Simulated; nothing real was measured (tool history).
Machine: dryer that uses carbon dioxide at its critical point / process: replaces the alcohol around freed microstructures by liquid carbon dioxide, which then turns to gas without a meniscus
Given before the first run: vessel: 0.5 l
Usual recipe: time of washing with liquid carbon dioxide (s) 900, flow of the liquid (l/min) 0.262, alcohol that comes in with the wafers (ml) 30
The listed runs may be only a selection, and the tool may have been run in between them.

run	day	time of washing with liquid carbon dioxide (s)	flow of the liquid (l/min)	alcohol that comes in with the wafers (ml)	alcohol left in the vessel before it's heated (ppm by volume)
1	0.000	900	0.262	30	232
2	1.412	900	0.262	30	249
3	2.967	900	0.262	30	259
# day 3.588: inlet filter changed
4	4.371	900	0.262	30	218
5	6.400	720	0.262	30	351
6	7.875	900	0.262	30	251
7	8.825	900	0.262	30	249
8	9.992	600	0.262	30	675
9	11.488	1080	0.417	26	220
10	12.596	840	0.274	28	270
11	14.350	1080	0.348	24	230
12	16.046	1080	0.348	24	231

Hidden state or all else? Some run-to-run changes of alcohol left in the vessel before it's heated (ppm by volume), split into what the settings, what came in and random variation would give without the hidden state, and what is left for the hidden state (with any gauge scatter that isn't in both results):
The tool's hidden condition here consists of: flow that reaches the vessel past the clogged filter, %; alcohol in the recycled carbon dioxide, ppm; drift of the gauge itself on alcohol_ppm, %.
Run 8 -> 9: time of washing with liquid carbon dioxide (s) 600 -> 1080, flow of the liquid (l/min) 0.262 -> 0.417, alcohol that comes in with the wafers (ml) 30 -> 26. alcohol left in the vessel before it's heated (ppm by volume) -455: hidden state -141, all else -314.
